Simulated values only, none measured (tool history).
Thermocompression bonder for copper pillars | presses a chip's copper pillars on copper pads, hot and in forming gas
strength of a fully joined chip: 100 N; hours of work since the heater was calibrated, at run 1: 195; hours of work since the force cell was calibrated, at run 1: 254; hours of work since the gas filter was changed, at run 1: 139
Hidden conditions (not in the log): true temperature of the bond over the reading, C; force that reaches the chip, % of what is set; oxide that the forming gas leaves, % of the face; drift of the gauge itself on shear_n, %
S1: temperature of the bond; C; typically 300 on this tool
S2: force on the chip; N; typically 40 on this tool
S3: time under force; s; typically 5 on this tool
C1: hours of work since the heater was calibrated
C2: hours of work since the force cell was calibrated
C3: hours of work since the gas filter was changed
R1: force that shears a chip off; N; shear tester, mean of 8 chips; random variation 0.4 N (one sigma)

{"run": 1, "hour": 0.0, "S1": 300, "S2": 40, "S3": 5, "C1": 195, "C2": 254, "C3": 139, "R1": 72.9}
{"run": 2, "hour": 14.8, "S1": 300, "S2": 40, "S3": 5, "C1": 204, "C2": 264, "C3": 148, "R1": 72.8}
{"run": 3, "hour": 22.7, "S1": 317, "S2": 40, "S3": 5, "C1": 209, "C2": 269, "C3": 153, "R1": 80.8}
{"run": 4, "hour": 37.0, "S1": 317, "S2": 40, "S3": 9, "C1": 218, "C2": 278, "C3": 162, "R1": 88.9}
{"run": 5, "hour": 51.1, "S1": 317, "S2": 40, "S3": 9, "C1": 227, "C2": 287, "C3": 171, "R1": 89.7}
{"run": 6, "hour": 67.1, "S1": 317, "S2": 40, "S3": 9, "C1": 237, "C2": 297, "C3": 181, "R1": 89.7}
{"run": 7, "hour": 82.6, "S1": 300, "S2": 40, "S3": 10, "C1": 247, "C2": 307, "C3": 191, "R1": 84.1}
{"run": 8, "hour": 97.7, "S1": 300, "S2": 40, "S3": 10, "C1": 257, "C2": 316, "C3": 201, "R1": 83.5}
{"run": 9, "hour": 106.2, "S1": 300, "S2": 40, "S3": 5, "C1": 262, "C2": 321, "C3": 206, "R1": 73.7}
{"run": 10, "hour": 119.9, "S1": 300, "S2": 40, "S3": 5, "C1": 271, "C2": 330, "C3": 215, "R1": 73.5}
{"run": 11, "hour": 138.5, "S1": 300, "S2": 40, "S3": 7, "C1": 282, "C2": 342, "C3": 226, "R1": 78.6}
{"run": 12, "hour": 146.3, "S1": 300, "S2": 40, "S3": 7, "C1": 287, "C2": 347, "C3": 231, "R1": 79.2}
{"run": 13, "hour": 160.6, "S1": 300, "S2": 40, "S3": 7, "C1": 296, "C2": 356, "C3": 240, "R1": 79.3}
{"run": 14, "hour": 169.5, "S1": 300, "S2": 40, "S3": 7, "C1": 302, "C2": 361, "C3": 246, "R1": 79.1}
{"run": 15, "hour": 188.4, "S1": 300, "S2": 32, "S3": 5, "C1": 314, "C2": 373, "C3": 258, "R1": 64.6}
{"run": 16, "hour": 198.2, "S1": 300, "S2": 32, "S3": 5, "C1": 320, "C2": 380, "C3": 264, "R1": 63.9}
{"run": 17, "hour": 208.9, "S1": 300, "S2": 40, "S3": 5, "C1": 327, "C2": 386, "C3": 271, "R1": 73.7}
{"run": 18, "hour": 221.6, "S1": 300, "S2": 40, "S3": 5, "C1": 335, "C2": 394, "C3": 279, "R1": 73.1}
{"run": 19, "hour": 239.8, "S1": 300, "S2": 40, "S3": 5, "C1": 346, "C2": 406, "C3": 290, "R1": 74.0}
{"run": 20, "hour": 258.3, "S1": 294, "S2": 40, "S3": 13, "C1": 358, "C2": 417, "C3": 302, "R1": 87.6}
{"run": 21, "hour": 275.6, "S1": 320, "S2": 40, "S3": 14, "C1": 369, "C2": 428, "C3": 313, "R1": 95.6}
{"run": 22, "hour": 285.5, "S1": 320, "S2": 40, "S3": 14, "C1": 375, "C2": 435, "C3": 319, "R1": 96.2}
{"run": 23, "hour": 298.3, "S1": 320, "S2": 30, "S3": 6, "C1": 383, "C2": 443, "C3": 327, "R1": 75.7}
{"run": 24, "hour": 313.6, "S1": 321, "S2": 59, "S3": 3, "C1": 393, "C2": 452, "C3": 337, "R1": 88.8}
{"hour": 326.0, "done": "forming gas filter changed"}
{"run": 25, "hour": 330.4, "S1": 319, "S2": 26, "S3": 3, "C1": 403, "C2": 463, "C3": 3, "R1": 56.9}
{"hour": 342.7, "done": "gauge calibrated"}
{"run": 26, "hour": 344.6, "S1": 272, "S2": 32, "S3": 14, "C1": 412, "C2": 472, "C3": 12, "R1": 67.8}
{"run": 27, "hour": 360.0, "S1": 316, "S2": 26, "S3": 5, "C1": 422, "C2": 481, "C3": 21, "R1": 63.1}
{"run": 28, "hour": 378.4, "S1": 326, "S2": 30, "S3": 5, "C1": 433, "C2": 493, "C3": 33, "R1": 73.7}
{"run": 29, "hour": 389.4, "S1": 316, "S2": 32, "S3": 6, "C1": 440, "C2": 500, "C3": 40, "R1": 74.3}
{"run": 30, "hour": 399.9, "S1": 321, "S2": 50, "S3": 5, "C1": 447, "C2": 506, "C3": 47, "R1": 88.7}
{"run": 31, "hour": 414.9, "S1": 300, "S2": 35, "S3": 5, "C1": 457, "C2": 516, "C3": 56, "R1": 68.2}
{"run": 32, "hour": 422.9, "S1": 300, "S2": 33, "S3": 5, "C1": 462, "C2": 521, "C3": 61, "R1": 66.3}

Run 33 comes next. What will it give?
{"run": 33, "hour": 437.1, "S1": 295, "S2": 46, "S3": 4, "C1": 471, "C2": 530, "C3": 70, "R1": "?"}

{"run 33": {"R1": 72.1}}
Without the tool's hidden state the same run would have given R1 71.5 N.

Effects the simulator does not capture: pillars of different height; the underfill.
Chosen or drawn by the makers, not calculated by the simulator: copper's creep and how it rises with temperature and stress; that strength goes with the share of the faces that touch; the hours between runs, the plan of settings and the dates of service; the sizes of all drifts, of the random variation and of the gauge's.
